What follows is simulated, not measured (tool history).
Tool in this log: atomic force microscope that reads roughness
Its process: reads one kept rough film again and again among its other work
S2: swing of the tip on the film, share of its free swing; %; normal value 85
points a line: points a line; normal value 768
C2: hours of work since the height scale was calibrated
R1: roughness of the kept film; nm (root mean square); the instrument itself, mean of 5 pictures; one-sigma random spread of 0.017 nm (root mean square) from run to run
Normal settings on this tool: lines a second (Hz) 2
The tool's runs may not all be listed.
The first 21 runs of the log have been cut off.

Run 22, day 7.975: usual settings but lines a second (Hz) 0.71, S2 83 %, points a line 280; pictures with this tip 287; C2 568. Result: R1 3.679 nm (root mean square).
Run 23, day 8.421: usual settings but lines a second (Hz) 1.37, S2 70 %, points a line 579; pictures with this tip 300; C2 577. Result: R1 3.657 nm (root mean square).
Run 24, day 8.688: usual settings but lines a second (Hz) 1.37, S2 71 %, points a line 579; pictures with this tip 307; C2 582. Result: R1 3.668 nm (root mean square).
Run 25, day 9.042: usual settings but lines a second (Hz) 1.37, S2 71 %, points a line 579; pictures with this tip 317; C2 588. Result: R1 3.604 nm (root mean square).
At day 9.125: height scale calibrated on a step standard.
Run 26, day 9.508: usual settings but lines a second (Hz) 1.41, S2 75 %, points a line 318; pictures with this tip 329; C2 7. Result: R1 3.565 nm (root mean square).
Run 27, day 9.896: usual settings but lines a second (Hz) 0.78, points a line 819; pictures with this tip 340; C2 14. Result: R1 3.565 nm (root mean square).
Run 28, day 10.138: usual settings but S2 75 %, points a line 854; pictures with this tip 347; C2 19. Result: R1 3.464 nm (root mean square).
At day 10.367: new tip fitted.
Run 29, day 10.55: usual settings but S2 60 %, points a line 930; pictures with this tip 5; C2 26. Result: R1 4.608 nm (root mean square).
Run 30, day 10.788: usual settings but S2 60 %, points a line 930; pictures with this tip 12; C2 30. Result: R1 4.603 nm (root mean square).
Run 31, day 11.088: usual settings but S2 60 %, points a line 930; pictures with this tip 20; C2 36. Result: R1 4.534 nm (root mean square).
Run 32, day 11.638: usual settings but lines a second (Hz) 0.97, S2 78 %, points a line 549; pictures with this tip 36; C2 46. Result: R1 4.444 nm (root mean square).
At day 11.996: height scale calibrated on a step standard, once more.
Run 33, day 12.096: usual settings but lines a second (Hz) 2.69, S2 69 %, points a line 902; pictures with this tip 47; C2 2. Result: R1 4.261 nm (root mean square).
Run 34, day 12.462: usual settings but lines a second (Hz) 1.02, S2 69 %, points a line 902; pictures with this tip 58; C2 9. Result: R1 4.372 nm (root mean square).
Run 35, day 12.858: usual settings but lines a second (Hz) 3.25, S2 73 %; pictures with this tip 69; C2 16. Result: R1 4.029 nm (root mean square).
Run 36, day 13.117: usual settings but lines a second (Hz) 3.34; pictures with this tip 76; C2 21. Result: R1 3.661 nm (root mean square).
Run 37, day 13.388: usual settings but lines a second (Hz) 1.65, points a line 284; pictures with this tip 84; C2 26. Result: R1 3.947 nm (root mean square).
Run 38, day 13.717: usual settings but lines a second (Hz) 1.65, S2 57 %, points a line 284; pictures with this tip 93; C2 32. Result: R1 4.238 nm (root mean square).

4 options for the next run, each taken on its own from the tool as it stands now. Forecast them:
Run A, day 14.088: usual settings but lines a second (Hz) 1.35, S2 89 %, points a line 421; pictures with this tip 104; C2 39. Result: R1 ?.
Run B, day 14.088: usual settings but lines a second (Hz) 0.68, S2 80 %, points a line 284; pictures with this tip 104; C2 39. Result: R1 ?.
Run C, day 14.088: usual settings but lines a second (Hz) 3.19, S2 62 %; pictures with this tip 104; C2 39. Result: R1 ?.
Run D, day 14.088: usual settings but lines a second (Hz) 3.23, S2 57 %; pictures with this tip 104; C2 39. Result: R1 ?.

run     R1
  A  3.943
  B  4.133
  C  4.113
  D  4.142
Take away the tool's hidden state, keep each run's random variation, and the runs would have read:
run     R1
  A  4.316
  B  4.524
  C  4.503
  D  4.535
